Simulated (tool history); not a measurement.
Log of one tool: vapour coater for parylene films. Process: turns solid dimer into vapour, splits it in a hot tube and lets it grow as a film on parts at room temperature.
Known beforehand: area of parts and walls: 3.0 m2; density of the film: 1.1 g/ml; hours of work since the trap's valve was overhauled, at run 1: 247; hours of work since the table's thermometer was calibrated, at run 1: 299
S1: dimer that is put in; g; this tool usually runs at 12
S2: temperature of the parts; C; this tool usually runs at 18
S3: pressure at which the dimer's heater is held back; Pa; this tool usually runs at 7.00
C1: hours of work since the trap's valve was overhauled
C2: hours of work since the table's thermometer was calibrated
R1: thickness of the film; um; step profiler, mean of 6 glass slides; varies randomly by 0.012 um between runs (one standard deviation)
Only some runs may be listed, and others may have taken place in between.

| run | hour | S1 | S2 | S3 | C1 | C2 | R1 |
|---|---|---|---|---|---|---|---|
| 1 | 0.0 | 12 | 18 | 7.00 | 247 | 299 | 2.09 |
| 2 | 13.6 | 12 | 18 | 7.00 | 253 | 305 | 2.12 |
| 3 | 23.1 | 12 | 18 | 7.00 | 257 | 309 | 2.11 |
| 4 | 37.3 | 12 | 18 | 7.00 | 263 | 316 | 2.13 |
| 5 | 52.2 | 12 | 18 | 7.00 | 270 | 322 | 2.10 |
|  | 57.6 | trap's valve overhauled |
| 6 | 73.3 | 12 | 18 | 7.00 | 7 | 329 | 2.08 |
| 7 | 84.5 | 12 | 17 | 7.00 | 12 | 334 | 2.16 |
| 8 | 101.9 | 15 | 27 | 4.22 | 19 | 342 | 1.84 |
| 9 | 113.0 | 12 | 24 | 6.67 | 24 | 347 | 1.55 |
| 10 | 127.5 | 10 | 18 | 7.00 | 30 | 353 | 1.73 |
| 11 | 137.6 | 9 | 14 | 9.33 | 35 | 357 | 1.81 |
| 12 | 151.5 | 7 | 13 | 8.18 | 41 | 363 | 1.50 |
|  | 162.9 | trap's valve overhauled, once more |
| 13 | 164.4 | 7 | 18 | 4.09 | 1 | 367 | 1.41 |
| 14 | 173.2 | 7 | 11 | 6.53 | 4 | 371 | 1.79 |

5 options for the next run, each taken on its own from the tool as it stands now. Forecast them:
| A | 184.9 | 12 | 18 | 3.50 | 10 | 376 | ? |
| B | 184.9 | 17 | 18 | 8.19 | 10 | 376 | ? |
| C | 184.9 | 21 | 28 | 4.18 | 10 | 376 | ? |
| D | 184.9 | 7 | 15 | 6.53 | 10 | 376 | ? |
| E | 184.9 | 12 | 20 | 11.59 | 10 | 376 | ? |

| run | R1 |
|---|---|
| A | 2.47 |
| B | 3.01 |
| C | 2.58 |
| D | 1.49 |
| E | 1.82 |
Take away the tool's hidden state, keep each run's random variation, and the runs would have read:
| run | R1 |
|---|---|
| A | 2.45 |
| B | 2.98 |
| C | 2.56 |
| D | 1.47 |
| E | 1.80 |

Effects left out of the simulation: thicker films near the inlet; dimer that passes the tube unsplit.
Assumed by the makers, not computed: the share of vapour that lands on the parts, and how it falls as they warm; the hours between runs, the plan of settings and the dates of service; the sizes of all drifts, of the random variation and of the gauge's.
